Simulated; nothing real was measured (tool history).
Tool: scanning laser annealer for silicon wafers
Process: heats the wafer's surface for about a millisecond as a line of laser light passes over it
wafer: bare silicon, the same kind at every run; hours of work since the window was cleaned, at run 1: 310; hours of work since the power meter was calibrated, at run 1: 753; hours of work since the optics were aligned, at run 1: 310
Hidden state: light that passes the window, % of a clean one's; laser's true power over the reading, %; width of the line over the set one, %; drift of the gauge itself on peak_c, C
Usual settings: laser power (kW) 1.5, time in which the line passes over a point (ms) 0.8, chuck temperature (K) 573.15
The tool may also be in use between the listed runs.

| run | day | laser power (kW) | time in which the line passes over a point (ms) | chuck temperature (K) | hours of work since the window was cleaned | hours of work since the power meter was calibrated | hours of work since the optics were aligned | highest temperature of the surface (K) |
|---|---|---|---|---|---|---|---|---|
| 1 | 0 | 1.5 | 0.8 | 573.15 | 310 | 753 | 310 | 1326.15 |
| 2 | 1.121 | 1.5 | 0.8 | 573.15 | 331 | 774 | 331 | 1328.15 |
| 3 | 2.204 | 1.5 | 0.8 | 573.15 | 351 | 794 | 351 | 1331.15 |
| 4 | 3.329 | 1.5 | 0.8 | 550.15 | 371 | 815 | 371 | 1306.15 |
| 5 | 4.6 | 1.5 | 0.8 | 558.15 | 395 | 839 | 395 | 1313.15 |
| 6 | 6.196 | 1.5 | 0.8 | 558.15 | 425 | 868 | 425 | 1313.15 |
| 7 | 7.742 | 1.5 | 0.8 | 558.15 | 453 | 897 | 453 | 1311.15 |
| 8 | 8.921 | 1.5 | 0.8 | 558.15 | 475 | 919 | 475 | 1309.15 |
| 9 | 10.5 | 1.5 | 0.8 | 558.15 | 504 | 948 | 504 | 1317.15 |
|  | 11.088 | window over the wafer cleaned |
| 10 | 12.033 | 1.5 | 0.8 | 558.15 | 18 | 975 | 531 | 1315.15 |
| 11 | 12.792 | 1.5 | 0.8 | 573.15 | 32 | 989 | 545 | 1331.15 |
| 12 | 14.342 | 1.5 | 0.8 | 573.15 | 60 | 1018 | 574 | 1329.15 |
| 13 | 15.638 | 1.5 | 0.8 | 573.15 | 84 | 1042 | 598 | 1330.15 |
| 14 | 17.05 | 1.5 | 0.8 | 573.15 | 110 | 1068 | 624 | 1329.15 |
| 15 | 18.117 | 1.5 | 0.8 | 573.15 | 130 | 1088 | 644 | 1326.15 |
| 16 | 19.688 | 1.5 | 0.8 | 573.15 | 159 | 1117 | 673 | 1327.15 |
| 17 | 20.542 | 1.5 | 0.8 | 573.15 | 175 | 1132 | 689 | 1329.15 |
|  | 21.446 | optics aligned, line set to its width |
| 18 | 21.821 | 1.5 | 0.591 | 573.15 | 195 | 1152 | 7 | 1208.15 |
| 19 | 23.5 | 1.578 | 0.715 | 544.15 | 226 | 1183 | 38 | 1297.15 |
| 20 | 25.008 | 1.55 | 0.627 | 573.15 | 254 | 1211 | 66 | 1249.15 |
| 21 | 26.388 | 1.531 | 0.8 | 536.15 | 280 | 1237 | 92 | 1312.15 |
| 22 | 27.454 | 1.468 | 0.584 | 575.15 | 299 | 1257 | 111 | 1188.15 |
| 23 | 29.117 | 1.467 | 0.8 | 580.15 | 330 | 1288 | 142 | 1313.15 |
| 24 | 30.283 | 1.467 | 0.8 | 580.15 | 352 | 1309 | 164 | 1317.15 |
| 25 | 31.075 | 1.372 | 0.804 | 597.15 | 367 | 1324 | 178 | 1282.15 |
| 26 | 32.208 | 1.333 | 0.947 | 576.15 | 387 | 1345 | 199 | 1303.15 |
| 27 | 32.933 | 1.42 | 0.8 | 570.15 | 401 | 1358 | 213 | 1277.15 |
| 28 | 33.817 | 1.42 | 0.8 | 570.15 | 417 | 1375 | 229 | 1277.15 |
| 29 | 34.825 | 1.5 | 0.566 | 603.15 | 436 | 1393 | 248 | 1219.15 |
| 30 | 36.054 | 1.5 | 0.566 | 603.15 | 459 | 1416 | 271 | 1216.15 |
| 31 | 37.517 | 1.439 | 0.904 | 579.15 | 486 | 1443 | 298 | 1349.15 |
| 32 | 38.696 | 1.439 | 0.904 | 579.15 | 508 | 1465 | 320 | 1352.15 |
|  | 39.05 | window over the wafer cleaned |
| 33 | 40.125 | 1.369 | 0.589 | 593.15 | 20 | 1490 | 345 | 1159.15 |

Hidden state at the last listed run before each entry between runs and at the first one after, where it differs:
Between runs 9 and 10: window over the wafer cleaned (day 11.088)
  light that passes the window, % of a clean one's: 99.89 -> 99.99
Between runs 17 and 18: optics aligned, line set to its width (day 21.446)
  light that passes the window, % of a clean one's: 99.96 -> 99.95; width of the line over the set one, %: 0.09 -> 0.01
Between runs 32 and 33: window over the wafer cleaned (day 39.05)
  light that passes the window, % of a clean one's: 99.88 -> 99.99
